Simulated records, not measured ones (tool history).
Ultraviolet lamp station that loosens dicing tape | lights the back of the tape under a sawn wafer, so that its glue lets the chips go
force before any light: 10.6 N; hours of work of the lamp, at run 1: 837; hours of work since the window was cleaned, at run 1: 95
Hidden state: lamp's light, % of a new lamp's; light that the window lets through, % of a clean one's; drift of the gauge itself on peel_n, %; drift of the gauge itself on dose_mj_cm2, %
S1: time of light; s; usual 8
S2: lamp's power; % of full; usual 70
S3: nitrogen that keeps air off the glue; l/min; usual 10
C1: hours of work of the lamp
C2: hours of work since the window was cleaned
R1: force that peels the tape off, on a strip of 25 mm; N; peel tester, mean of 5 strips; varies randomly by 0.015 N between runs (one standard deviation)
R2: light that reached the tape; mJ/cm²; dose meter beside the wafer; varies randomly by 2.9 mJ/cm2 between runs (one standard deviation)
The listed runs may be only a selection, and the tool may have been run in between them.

run 1 hour=0.0 | S1=8 S2=70 S3=10 | C1=837 C2=95 | R1=1.314 R2=316
run 2 hour=74.5 | S1=8 S2=70 S3=10 | C1=897 C2=155 | R1=1.370 R2=304
run 3 hour=138.9 | S1=8 S2=70 S3=10 | C1=948 C2=206 | R1=1.484 R2=297
run 4 hour=204.4 | S1=8 S2=70 S3=18 | C1=1001 C2=259 | R1=1.114 R2=288
run 5 hour=261.1 | S1=8 S2=70 S3=10 | C1=1046 C2=304 | R1=1.675 R2=280
run 6 hour=338.3 | S1=8 S2=70 S3=10 | C1=1108 C2=366 | R1=1.800 R2=267
run 7 hour=405.5 | S1=8 S2=70 S3=10 | C1=1161 C2=420 | R1=1.937 R2=253
run 8 hour=463.7 | S1=5 S2=70 S3=10 | C1=1208 C2=466 | R1=3.645 R2=154
run 9 hour=517.4 | S1=8 S2=74 S3=10 | C1=1251 C2=509 | R1=2.008 R2=253
-- hour=544.4 lamp changed
run 10 hour=551.5 | S1=8 S2=74 S3=10 | C1=6 C2=535 | R1=0.874 R2=383
run 11 hour=616.7 | S1=8 S2=75 S3=6 | C1=58 C2=588 | R1=1.361 R2=377
run 12 hour=667.6 | S1=7 S2=72 S3=14 | C1=99 C2=628 | R1=1.029 R2=315
-- hour=674.4 window cleaned of glue's vapour
run 13 hour=728.7 | S1=13 S2=70 S3=7 | C1=147 C2=43 | R1=0.366 R2=660
run 14 hour=789.0 | S1=5 S2=70 S3=19 | C1=195 C2=92 | R1=1.419 R2=247
run 15 hour=832.8 | S1=5 S2=70 S3=19 | C1=230 C2=127 | R1=1.507 R2=241
run 16 hour=887.3 | S1=5 S2=70 S3=19 | C1=274 C2=170 | R1=1.556 R2=233
run 17 hour=943.2 | S1=8 S2=79 S3=6 | C1=319 C2=215 | R1=1.177 R2=404
run 18 hour=991.2 | S1=6 S2=70 S3=6 | C1=357 C2=253 | R1=2.462 R2=264
run 19 hour=1065.7 | S1=9 S2=94 S3=6 | C1=417 C2=313 | R1=0.718 R2=517
run 20 hour=1128.6 | S1=9 S2=94 S3=6 | C1=467 C2=363 | R1=0.780 R2=505

Each run again, without the hidden state but with its own random variation kept:
run=1 R1=0.705 R2=426
run=2 R1=0.686 R2=424
run=3 R1=0.703 R2=429
run=4 R1=0.465 R2=430
run=5 R1=0.701 R2=431
run=6 R1=0.704 R2=429
run=7 R1=0.711 R2=424
run=8 R1=1.749 R2=267
run=9 R1=0.637 R2=451
run=10 R1=0.623 R2=446
run=11 R1=0.938 R2=453
run=12 R1=0.654 R2=387
run=13 R1=0.324 R2=701
run=14 R1=1.202 R2=269
run=15 R1=1.234 R2=267
run=16 R1=1.212 R2=266
run=17 R1=0.842 R2=475
run=18 R1=1.858 R2=317
run=19 R1=0.441 R2=644
run=20 R1=0.445 R2=647
